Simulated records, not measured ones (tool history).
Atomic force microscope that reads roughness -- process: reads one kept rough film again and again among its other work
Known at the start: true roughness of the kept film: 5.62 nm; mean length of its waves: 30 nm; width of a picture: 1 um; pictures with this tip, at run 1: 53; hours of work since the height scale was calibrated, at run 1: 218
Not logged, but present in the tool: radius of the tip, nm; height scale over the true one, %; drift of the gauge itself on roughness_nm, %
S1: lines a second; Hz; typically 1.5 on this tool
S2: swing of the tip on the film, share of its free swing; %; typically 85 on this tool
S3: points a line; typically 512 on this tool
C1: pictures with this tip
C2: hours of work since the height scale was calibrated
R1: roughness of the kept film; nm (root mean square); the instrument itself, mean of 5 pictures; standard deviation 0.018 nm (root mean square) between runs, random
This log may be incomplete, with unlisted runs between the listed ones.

run 1 day=0 | S1=1.5 S2=85 S3=512 | C1=53 C2=218 | R1=4.178
-- day=1.217 new tip fitted
run 2 day=3.175 | S1=1.5 S2=85 S3=512 | C1=89 C2=271 | R1=4.021
-- day=3.792 new tip fitted
run 3 day=5.946 | S1=1.5 S2=85 S3=512 | C1=98 C2=317 | R1=4.04
-- day=6.283 new tip fitted
-- day=8.642 new tip fitted
run 4 day=9.129 | S1=1.5 S2=85 S3=512 | C1=22 C2=369 | R1=4.361
-- day=11.046 new tip fitted
run 5 day=12.196 | S1=1.5 S2=85 S3=736 | C1=52 C2=420 | R1=4.211
-- day=13.392 new tip fitted
run 6 day=14.6 | S1=1.5 S2=85 S3=366 | C1=55 C2=460 | R1=4.166
-- day=15.767 new tip fitted
run 7 day=17.779 | S1=1.5 S2=85 S3=366 | C1=92 C2=512 | R1=4.013
-- day=18.362 new tip fitted
run 8 day=20.192 | S1=3.3 S2=85 S3=512 | C1=84 C2=552 | R1=3.618
-- day=20.829 new tip fitted
run 9 day=22.462 | S1=1.5 S2=85 S3=450 | C1=74 C2=590 | R1=4.112
-- day=23.179 new tip fitted
run 10 day=24.138 | S1=1.5 S2=79 S3=311 | C1=44 C2=617 | R1=4.367
-- day=25.567 new tip fitted
run 11 day=26.167 | S1=1.5 S2=79 S3=311 | C1=27 C2=651 | R1=4.404
-- day=27.95 new tip fitted
run 12 day=29.183 | S1=1.44 S2=59 S3=311 | C1=57 C2=701 | R1=4.461
-- day=30.379 new tip fitted
run 13 day=31.817 | S1=1.44 S2=63 S3=554 | C1=66 C2=744 | R1=4.431
-- day=32.671 new tip fitted
run 14 day=33.762 | S1=0.67 S2=66 S3=554 | C1=49 C2=776 | R1=4.6
-- day=34.992 new tip fitted
run 15 day=36.796 | S1=0.67 S2=66 S3=554 | C1=83 C2=827 | R1=4.369
-- day=37.304 new tip fitted
run 16 day=38.346 | S1=3.94 S2=81 S3=543 | C1=47 C2=852 | R1=3.808
-- day=39.788 new tip fitted
run 17 day=41.958 | S1=0.63 S2=88 S3=512 | C1=99 C2=912 | R1=4.188

Here are 5 independent what-if runs from the current tool condition. What would each one return?
-- day=42.3 new tip fitted
-- day=44.658 new tip fitted
run A day=45.008 | S1=1.62 S2=88 S3=512 | C1=16 C2=962 | R1=?
-- day=42.3 new tip fitted
-- day=44.658 new tip fitted
run B day=45.008 | S1=1.5 S2=85 S3=649 | C1=16 C2=962 | R1=?
-- day=42.3 new tip fitted
-- day=44.658 new tip fitted
run C day=45.008 | S1=1.5 S2=86 S3=390 | C1=16 C2=962 | R1=?
-- day=42.3 new tip fitted
-- day=44.658 new tip fitted
run D day=45.008 | S1=1.26 S2=65 S3=517 | C1=16 C2=962 | R1=?
-- day=42.3 new tip fitted
-- day=44.658 new tip fitted
run E day=45.008 | S1=0.63 S2=77 S3=512 | C1=16 C2=962 | R1=?

run=A R1=4.307
run=B R1=4.425
run=C R1=4.399
run=D R1=4.74
run=E R1=4.745
With no hidden state in the tool, these same runs would have given:
run=A R1=4.386
run=B R1=4.507
run=C R1=4.48
run=D R1=4.828
run=E R1=4.833
